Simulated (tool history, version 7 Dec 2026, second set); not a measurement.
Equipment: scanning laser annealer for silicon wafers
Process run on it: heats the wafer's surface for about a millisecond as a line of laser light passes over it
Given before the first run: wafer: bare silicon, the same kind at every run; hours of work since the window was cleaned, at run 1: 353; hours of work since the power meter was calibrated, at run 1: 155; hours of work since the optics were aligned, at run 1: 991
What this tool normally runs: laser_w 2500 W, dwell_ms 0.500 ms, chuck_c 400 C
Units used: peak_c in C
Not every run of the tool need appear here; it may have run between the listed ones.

run,hour,laser_w,dwell_ms,chuck_c,hours of work since the window was cleaned,hours of work since the power meter was calibrated,hours of work since the optics were aligned,peak_c
1,0.0,2500,0.500,400,353,155,991,1081
2,6.6,2167,0.500,400,358,159,995,964
3,20.3,2167,0.500,400,367,168,1004,963
4,32.4,2167,0.500,400,375,176,1013,964
5,41.0,2500,0.500,414,381,182,1018,1097
6,48.4,2500,0.500,400,385,187,1023,1082
7,58.9,2500,0.500,400,392,194,1030,1079
8,72.0,2311,0.500,400,401,203,1039,1013
9,84.3,2500,0.500,399,409,211,1047,1078
10,92.4,2500,0.500,399,415,216,1052,1074
11,102.4,2500,0.402,399,421,223,1059,1000
12,117.3,2363,0.500,400,431,233,1069,1029
13,130.3,2500,0.500,412,440,242,1078,1092
14,137.4,2500,0.500,412,445,246,1082,1085
15,149.9,2500,0.500,382,453,255,1091,1063
16,156.5,2500,0.500,382,457,259,1095,1059
17,169.3,2500,0.500,382,466,268,1104,1062
18,181.2,2500,0.500,382,474,275,1112,1059
19,190.9,2500,0.500,382,480,282,1118,1054
20,205.5,2500,0.500,382,490,292,1128,1057
21,219.8,2457,0.500,382,500,301,1137,1044
22,229.8,2151,0.403,375,506,308,1144,869
23,244.7,2500,0.451,393,516,318,1154,1033
24,254.4,2488,0.524,400,523,324,1160,1084
25,265.5,2692,0.500,426,530,332,1168,1172
26,274.1,2402,0.519,401,536,337,1173,1051
27,286.1,2402,0.519,401,544,345,1181,1052
28,299.2,2265,0.465,383,552,354,1190,953
29,306.2,2265,0.465,383,557,359,1195,953
30,313.5,2265,0.549,431,562,364,1200,1047
31,328.2,2532,0.495,431,572,373,1210,1111
32,335.2,2500,0.500,402,576,378,1214,1074
33,343.7,2337,0.500,370,582,384,1220,983

What if the next run were any one of these 3? Each begins from the tool's condition after run 33:
A,355.5,2380,0.474,407,590,392,1228,?
B,355.5,2258,0.479,370,590,392,1228,?
C,355.5,2568,0.527,368,590,392,1228,?

run,peak_c
A,1022
B,945
C,1082
Take away the tool's hidden state, keep each run's random variation, and the runs would have read:
run,peak_c
A,1048
B,969
C,1112

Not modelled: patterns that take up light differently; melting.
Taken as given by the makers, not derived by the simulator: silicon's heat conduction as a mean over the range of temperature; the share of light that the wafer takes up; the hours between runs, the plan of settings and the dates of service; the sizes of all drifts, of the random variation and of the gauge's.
